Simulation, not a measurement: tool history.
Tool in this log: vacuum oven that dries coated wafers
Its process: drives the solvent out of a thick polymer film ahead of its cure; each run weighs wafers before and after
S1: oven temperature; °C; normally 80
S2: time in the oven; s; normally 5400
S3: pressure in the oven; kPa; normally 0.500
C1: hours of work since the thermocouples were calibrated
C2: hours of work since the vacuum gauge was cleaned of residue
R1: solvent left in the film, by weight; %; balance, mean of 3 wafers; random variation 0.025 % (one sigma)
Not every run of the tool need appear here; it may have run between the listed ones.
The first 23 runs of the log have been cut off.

Run 24, hour 439.6: usual settings but S2 3720 s; C1 199; C2 636. Result: R1 2.22 %.
Run 25, hour 455.3: usual settings but S2 4380 s, S3 0.362 kPa; C1 211; C2 648. Result: R1 1.68 %.
Run 26, hour 474.8: usual settings but S1 83 °C, S2 9060 s, S3 1.493 kPa; C1 227; C2 664. Result: R1 0.81 %.
Run 27, hour 493.3: usual settings but S1 83 °C, S2 9060 s, S3 1.493 kPa; C1 241; C2 678. Result: R1 0.81 %.
Run 28, hour 515.9: usual settings but S1 88 °C, S2 6480 s, S3 1.811 kPa; C1 259; C2 696. Result: R1 0.84 %.
Run 29, hour 541.2: usual settings but S2 8580 s, S3 0.594 kPa; C1 279; C2 716. Result: R1 0.62 %.
Run 30, hour 564.9: usual settings but S2 8580 s, S3 0.594 kPa; C1 297; C2 734. Result: R1 0.60 %.
Run 31, hour 589.9: usual settings but S2 8580 s, S3 0.594 kPa; C1 317; C2 754. Result: R1 0.62 %.
Run 32, hour 616.0: usual settings but S2 8580 s, S3 0.594 kPa; C1 338; C2 775. Result: R1 0.61 %.
Run 33, hour 636.2: usual settings but S2 8580 s, S3 0.594 kPa; C1 353; C2 791. Result: R1 0.61 %.
Run 34, hour 657.8: usual settings but S2 8580 s, S3 0.594 kPa; C1 370; C2 807. Result: R1 0.59 %.
Run 35, hour 672.8: usual settings but S1 84 °C, S2 6420 s, S3 0.346 kPa; C1 382; C2 819. Result: R1 0.51 %.
Run 36, hour 697.6: usual settings but S1 77 °C, S2 3060 s, S3 0.357 kPa; C1 402; C2 839. Result: R1 3.27 %.
Run 37, hour 723.1: usual settings but S2 4860 s, S3 0.451 kPa; C1 422; C2 859. Result: R1 1.41 %.
Run 38, hour 751.0: usual settings but S2 4860 s, S3 0.451 kPa; C1 443; C2 881. Result: R1 1.44 %.

3 options for the next run, each taken on its own from the tool as it stands now. Forecast them:
Run A, hour 774.8: usual settings but S1 95 °C, S2 3960 s, S3 0.295 kPa; C1 462; C2 899. Result: R1 ?.
Run B, hour 774.8: usual settings but S3 0.259 kPa; C1 462; C2 899. Result: R1 ?.
Run C, hour 774.8: usual settings but S1 66 °C, S3 0.902 kPa; C1 462; C2 899. Result: R1 ?.

run    R1
  A  0.50
  B  1.08
  C  3.47
The same runs, with their run-to-run variation unchanged, on a tool lacking any hidden condition would have given:
run    R1
  A  0.45
  B  1.00
  C  3.39
